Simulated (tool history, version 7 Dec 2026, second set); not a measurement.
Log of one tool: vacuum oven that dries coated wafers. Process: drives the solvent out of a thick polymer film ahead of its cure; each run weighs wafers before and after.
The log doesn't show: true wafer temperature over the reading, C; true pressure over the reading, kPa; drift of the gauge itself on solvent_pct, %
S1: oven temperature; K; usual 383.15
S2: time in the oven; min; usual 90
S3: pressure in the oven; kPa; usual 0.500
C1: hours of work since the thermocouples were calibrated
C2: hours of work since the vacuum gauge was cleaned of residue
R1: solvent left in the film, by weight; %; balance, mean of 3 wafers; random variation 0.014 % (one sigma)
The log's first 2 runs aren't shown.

run 3 hour=22.5 | S1=383.15 S2=90 S3=0.500 | C1=917 C2=68 | R1=0.82
run 4 hour=36.2 | S1=383.15 S2=90 S3=0.500 | C1=924 C2=75 | R1=0.80
run 5 hour=49.7 | S1=383.15 S2=90 S3=0.500 | C1=930 C2=82 | R1=0.82
run 6 hour=64.7 | S1=380.15 S2=90 S3=0.500 | C1=938 C2=89 | R1=1.14
run 7 hour=78.5 | S1=380.15 S2=90 S3=0.500 | C1=944 C2=96 | R1=1.14
run 8 hour=89.9 | S1=380.15 S2=90 S3=0.500 | C1=950 C2=101 | R1=1.12
run 9 hour=97.9 | S1=383.15 S2=90 S3=0.325 | C1=954 C2=105 | R1=0.75
run 10 hour=109.4 | S1=383.15 S2=90 S3=0.500 | C1=959 C2=111 | R1=0.83
run 11 hour=117.0 | S1=383.15 S2=90 S3=0.500 | C1=963 C2=114 | R1=0.82
run 12 hour=131.1 | S1=383.15 S2=90 S3=0.500 | C1=970 C2=121 | R1=0.81
run 13 hour=141.9 | S1=383.15 S2=90 S3=0.500 | C1=975 C2=127 | R1=0.81
run 14 hour=151.7 | S1=383.15 S2=90 S3=0.500 | C1=980 C2=131 | R1=0.85
run 15 hour=166.8 | S1=383.15 S2=90 S3=0.500 | C1=988 C2=139 | R1=0.83
run 16 hour=174.8 | S1=383.15 S2=90 S3=0.500 | C1=991 C2=143 | R1=0.82
run 17 hour=184.7 | S1=383.15 S2=90 S3=0.500 | C1=996 C2=148 | R1=0.80
run 18 hour=197.6 | S1=383.15 S2=90 S3=0.500 | C1=1003 C2=154 | R1=0.82
run 19 hour=208.7 | S1=393.15 S2=90 S3=0.500 | C1=1008 C2=159 | R1=0.25
run 20 hour=215.3 | S1=383.15 S2=90 S3=0.500 | C1=1011 C2=163 | R1=0.81
run 21 hour=225.8 | S1=383.15 S2=90 S3=0.500 | C1=1016 C2=168 | R1=0.80
run 22 hour=236.3 | S1=383.15 S2=90 S3=0.428 | C1=1022 C2=173 | R1=0.80
run 23 hour=243.1 | S1=383.15 S2=90 S3=0.500 | C1=1025 C2=176 | R1=0.83
run 24 hour=251.7 | S1=383.15 S2=90 S3=0.500 | C1=1029 C2=180 | R1=0.81
run 25 hour=259.7 | S1=383.15 S2=90 S3=1.000 | C1=1033 C2=184 | R1=1.01
run 26 hour=274.3 | S1=383.15 S2=90 S3=1.000 | C1=1040 C2=191 | R1=1.01
run 27 hour=284.3 | S1=398.15 S2=96 S3=0.588 | C1=1045 C2=196 | R1=0.19

Run 28 comes next. What will it give?
run 28 hour=290.5 | S1=386.15 S2=47 S3=0.588 | C1=1048 C2=199 | R1=?

{"run 28": {"R1": 2.12}}
Without the tool's hidden state the same run would have given R1 2.12 %.

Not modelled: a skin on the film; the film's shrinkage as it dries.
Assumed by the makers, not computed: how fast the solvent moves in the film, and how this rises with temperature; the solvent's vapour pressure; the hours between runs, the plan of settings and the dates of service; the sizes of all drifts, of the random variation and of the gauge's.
